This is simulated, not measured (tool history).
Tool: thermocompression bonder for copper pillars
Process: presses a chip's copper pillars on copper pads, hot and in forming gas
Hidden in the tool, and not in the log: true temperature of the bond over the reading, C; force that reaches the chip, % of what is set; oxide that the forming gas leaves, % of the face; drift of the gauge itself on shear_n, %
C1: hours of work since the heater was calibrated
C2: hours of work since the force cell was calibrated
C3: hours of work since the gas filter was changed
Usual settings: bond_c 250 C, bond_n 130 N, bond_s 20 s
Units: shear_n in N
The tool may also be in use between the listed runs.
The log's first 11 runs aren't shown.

Run 12, hour 123.4: usual settings but bond_c 276 C; C1 381; C2 464; C3 13. Result: shear_n 58.9 N.
Run 13, hour 137.1: usual settings; C1 390; C2 472; C3 22. Result: shear_n 41.7 N.
Run 14, hour 143.8: usual settings; C1 394; C2 477; C3 26. Result: shear_n 41.5 N.
Run 15, hour 152.4: usual settings; C1 400; C2 482; C3 31. Result: shear_n 41.4 N.
Run 16, hour 160.3: usual settings; C1 405; C2 487; C3 36. Result: shear_n 41.4 N.
Run 17, hour 175: usual settings; C1 414; C2 497; C3 46. Result: shear_n 40.9 N.
Run 18, hour 182.9: usual settings; C1 419; C2 502; C3 51. Result: shear_n 41.2 N.
Run 19, hour 190.4: usual settings; C1 424; C2 507; C3 56. Result: shear_n 40.9 N.
Run 20, hour 200.9: usual settings but bond_c 279 C; C1 431; C2 513; C3 62. Result: shear_n 59.8 N.
Run 21, hour 212.2: usual settings but bond_c 247 C; C1 438; C2 521; C3 70. Result: shear_n 38.7 N.
Run 22, hour 225.9: usual settings but bond_c 240 C, bond_n 83 N, bond_s 31 s; C1 447; C2 529; C3 78. Result: shear_n 30.3 N.
Run 23, hour 240.3: usual settings but bond_c 269 C, bond_n 142 N, bond_s 33 s; C1 456; C2 539; C3 88. Result: shear_n 63.6 N.
Run 24, hour 252.1: usual settings but bond_n 175 N, bond_s 12 s; C1 464; C2 546; C3 95. Result: shear_n 40 N.

The next listed run, before its measurement:
Run 25, hour 259.5: usual settings but bond_n 175 N, bond_s 12 s; C1 468; C2 551; C3 100. Result: shear_n ?.

Run 25 gave shear_n 40.3 N.
Without the tool's hidden state the same run would have given shear_n 41.8 N.
